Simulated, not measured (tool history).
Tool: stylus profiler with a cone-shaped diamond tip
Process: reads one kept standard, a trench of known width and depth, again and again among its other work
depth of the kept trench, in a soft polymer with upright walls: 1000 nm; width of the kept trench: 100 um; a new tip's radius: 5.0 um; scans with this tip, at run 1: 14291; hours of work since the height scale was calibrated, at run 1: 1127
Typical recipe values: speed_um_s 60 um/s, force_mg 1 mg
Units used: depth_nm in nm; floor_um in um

run	hour	speed_um_s	force_mg	scans with this tip	hours of work since the height scale was calibrated	depth_nm	floor_um
1	0	60	1	14291	1127	1000.84	92.16
2	63.9	60	1	14560	1174	1001.4	92.2
3	124.6	189	1	14815	1218	1000.87	91.82
4	162.5	34	1	14974	1246	1001.19	92.13
5	245.7	60	1	15325	1308	1000.82	92.1
# hour 269.1: height scale calibrated on a step standard
6	310.1	60	0.66	15594	30	997.8	92.03
7	350.5	17	1	15764	60	999.07	92.22
8	414	130	1	16031	107	998.94	91.88
9	487.8	130	1.77	16342	161	1000.52	91.94
10	547	130	1.77	16591	205	1000.76	91.92
11	586.1	60	1	16756	234	999.14	91.98
# hour 625.8: height scale calibrated on a step standard, once more
12	656.7	60	1	17051	23	1004.25	91.95
13	717.4	105	1	17306	68	1003.88	91.77
14	777.3	60	1	17558	112	1003.85	91.9
15	862.1	60	2.58	17915	174	1006.94	91.9
16	942.6	107	0.8	18254	234	1003.11	91.69
17	980.4	107	0.8	18413	261	1003.27	91.67
18	1032.1	16	0.91	18631	300	1002.97	91.87
19	1091.1	69	1.57	18879	343	1004.76	91.76
20	1177.6	69	1.57	19243	407	1004.44	91.82
21	1248.4	69	1.57	19541	459	1004.09	91.74
22	1332	19	0.48	19893	521	1001.64	91.74
23	1386.3	19	0.38	20122	561	1001.14	91.76
24	1462	16	0.9	20440	617	1002.75	91.73
25	1505.7	17	1	20625	649	1002.37	91.77
26	1577.1	196	2.21	20925	701	1005.45	91.41
27	1617.1	18	0.34	21093	731	1000.34	91.69
28	1697.8	28	0.59	21433	790	1001.12	91.61

4 options for the next run, each taken on its own from the tool as it stands now. Forecast them:
A	1767.7	29	1.71	21727	842	?	?
B	1767.7	117	1	21727	842	?	?
C	1767.7	22	2.17	21727	842	?	?
D	1767.7	28	0.67	21727	842	?	?

run	depth_nm	floor_um
A	1004.13	91.65
B	1002.3	91.45
C	1004.88	91.63
D	1001.09	91.61
With no hidden state in the tool, these same runs would have given:
run	depth_nm	floor_um
A	1005.76	93.96
B	1003.93	93.76
C	1006.51	93.94
D	1002.71	93.92
